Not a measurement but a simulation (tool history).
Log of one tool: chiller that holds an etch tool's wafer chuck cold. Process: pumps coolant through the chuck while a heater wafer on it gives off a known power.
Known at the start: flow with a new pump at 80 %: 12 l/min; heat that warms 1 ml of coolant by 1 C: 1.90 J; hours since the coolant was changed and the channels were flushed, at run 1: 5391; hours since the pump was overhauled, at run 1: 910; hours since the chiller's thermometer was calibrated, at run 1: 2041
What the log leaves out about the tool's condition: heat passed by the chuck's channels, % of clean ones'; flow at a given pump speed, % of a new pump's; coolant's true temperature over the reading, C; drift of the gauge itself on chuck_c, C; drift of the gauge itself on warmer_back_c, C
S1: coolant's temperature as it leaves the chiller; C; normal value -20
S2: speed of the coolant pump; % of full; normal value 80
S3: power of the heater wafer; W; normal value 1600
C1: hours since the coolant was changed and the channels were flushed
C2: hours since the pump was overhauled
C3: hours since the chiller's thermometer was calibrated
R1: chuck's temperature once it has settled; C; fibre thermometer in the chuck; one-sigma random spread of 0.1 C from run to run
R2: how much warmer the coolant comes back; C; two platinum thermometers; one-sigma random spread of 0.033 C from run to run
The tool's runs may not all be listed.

{"run": 1, "day": 0.0, "S1": -20, "S2": 80, "S3": 1600, "C1": 5391, "C2": 910, "C3": 2041, "R1": -2.6, "R2": 4.28}
{"run": 2, "day": 1.958, "S1": -20, "S2": 80, "S3": 1600, "C1": 5438, "C2": 957, "C3": 2088, "R1": -2.9, "R2": 4.19}
{"run": 3, "day": 3.529, "S1": -20, "S2": 80, "S3": 1600, "C1": 5476, "C2": 995, "C3": 2126, "R1": -3, "R2": 4.19}
{"run": 4, "day": 4.767, "S1": -27, "S2": 80, "S3": 1600, "C1": 5506, "C2": 1024, "C3": 2155, "R1": -9.8, "R2": 4.22}
{"run": 5, "day": 6.504, "S1": -20, "S2": 80, "S3": 1600, "C1": 5547, "C2": 1066, "C3": 2197, "R1": -3, "R2": 4.21}
{"run": 6, "day": 7.483, "S1": -20, "S2": 80, "S3": 1600, "C1": 5571, "C2": 1090, "C3": 2220, "R1": -3.1, "R2": 4.19}
{"run": 7, "day": 9.146, "S1": -20, "S2": 80, "S3": 1600, "C1": 5611, "C2": 1130, "C3": 2260, "R1": -2.9, "R2": 4.17}
{"run": 8, "day": 10.167, "S1": -20, "S2": 80, "S3": 1600, "C1": 5635, "C2": 1154, "C3": 2285, "R1": -3.2, "R2": 4.15}
{"run": 9, "day": 11.917, "S1": -12, "S2": 80, "S3": 1600, "C1": 5677, "C2": 1196, "C3": 2327, "R1": 5.1, "R2": 4.15}
{"run": 10, "day": 13.479, "S1": -12, "S2": 80, "S3": 1600, "C1": 5715, "C2": 1234, "C3": 2364, "R1": 5.1, "R2": 4.15}
{"day": 14.979, "done": "coolant changed, channels flushed"}
{"run": 11, "day": 15.942, "S1": -12, "S2": 80, "S3": 1600, "C1": 23, "C2": 1287, "C3": 2417, "R1": 5.2, "R2": 4.08}
{"run": 12, "day": 17.446, "S1": -12, "S2": 80, "S3": 1600, "C1": 59, "C2": 1323, "C3": 2454, "R1": 5.1, "R2": 4.06}
{"run": 13, "day": 18.829, "S1": -12, "S2": 80, "S3": 1600, "C1": 92, "C2": 1356, "C3": 2487, "R1": 5.2, "R2": 4.09}
{"run": 14, "day": 21.104, "S1": -20, "S2": 85, "S3": 891, "C1": 147, "C2": 1410, "C3": 2541, "R1": -11, "R2": 2.08}
{"run": 15, "day": 22.104, "S1": -20, "S2": 85, "S3": 891, "C1": 171, "C2": 1435, "C3": 2565, "R1": -11, "R2": 2.06}
{"run": 16, "day": 24.388, "S1": -20, "S2": 85, "S3": 1137, "C1": 226, "C2": 1489, "C3": 2620, "R1": -8.3, "R2": 2.74}
{"run": 17, "day": 25.808, "S1": -20, "S2": 85, "S3": 1137, "C1": 260, "C2": 1523, "C3": 2654, "R1": -8.5, "R2": 2.67}
{"run": 18, "day": 27.125, "S1": -20, "S2": 85, "S3": 1137, "C1": 292, "C2": 1555, "C3": 2686, "R1": -8.5, "R2": 2.63}
{"run": 19, "day": 29.304, "S1": -20, "S2": 77, "S3": 1137, "C1": 344, "C2": 1607, "C3": 2738, "R1": -7.5, "R2": 2.96}
{"run": 20, "day": 31.221, "S1": -15, "S2": 80, "S3": 955, "C1": 390, "C2": 1653, "C3": 2784, "R1": -4.8, "R2": 2.29}
{"run": 21, "day": 32.633, "S1": -13, "S2": 63, "S3": 1786, "C1": 424, "C2": 1687, "C3": 2818, "R1": 10.6, "R2": 5.89}
{"run": 22, "day": 34.208, "S1": -10, "S2": 63, "S3": 1786, "C1": 461, "C2": 1725, "C3": 2856, "R1": 13.8, "R2": 5.83}
{"run": 23, "day": 35.829, "S1": -22, "S2": 63, "S3": 1929, "C1": 500, "C2": 1764, "C3": 2895, "R1": 3.7, "R2": 6.37}
{"run": 24, "day": 37.942, "S1": -22, "S2": 80, "S3": 2069, "C1": 551, "C2": 1815, "C3": 2945, "R1": 0, "R2": 5.23}
{"run": 25, "day": 39.396, "S1": -28, "S2": 62, "S3": 2072, "C1": 586, "C2": 1850, "C3": 2980, "R1": 0, "R2": 6.95}
{"run": 26, "day": 40.375, "S1": -28, "S2": 62, "S3": 2072, "C1": 610, "C2": 1873, "C3": 3004, "R1": -0.1, "R2": 6.88}

Here are 5 independent what-if runs from the current tool condition. What would each one return?
{"day": 40.762, "done": "chiller's thermometer calibrated"}
{"run": "A", "day": 41.817, "S1": -20, "S2": 75, "S3": 1600, "C1": 643, "C2": 1907, "C3": 25, "R1": "?", "R2": "?"}
{"day": 40.762, "done": "chiller's thermometer calibrated"}
{"run": "B", "day": 41.817, "S1": -28, "S2": 62, "S3": 2072, "C1": 643, "C2": 1907, "C3": 25, "R1": "?", "R2": "?"}
{"day": 40.762, "done": "chiller's thermometer calibrated"}
{"run": "C", "day": 41.817, "S1": -22, "S2": 94, "S3": 1706, "C1": 643, "C2": 1907, "C3": 25, "R1": "?", "R2": "?"}
{"day": 40.762, "done": "chiller's thermometer calibrated"}
{"run": "D", "day": 41.817, "S1": -21, "S2": 67, "S3": 1167, "C1": 643, "C2": 1907, "C3": 25, "R1": "?", "R2": "?"}
{"day": 40.762, "done": "chiller's thermometer calibrated"}
{"run": "E", "day": 41.817, "S1": -28, "S2": 98, "S3": 1359, "C1": 643, "C2": 1907, "C3": 25, "R1": "?", "R2": "?"}

run=A R1=-1.9 R2=4.27
run=B R1=-0.3 R2=6.87
run=C R1=-6.4 R2=3.57
run=D R1=-6.3 R2=3.47
run=E R1=-15.9 R2=2.6
Take away the tool's hidden state, keep each run's random variation, and the runs would have read:
run=A R1=-1.9 R2=4.53
run=B R1=-0.3 R2=7.13
run=C R1=-6.4 R2=3.82
run=D R1=-6.3 R2=3.72
run=E R1=-15.9 R2=2.86
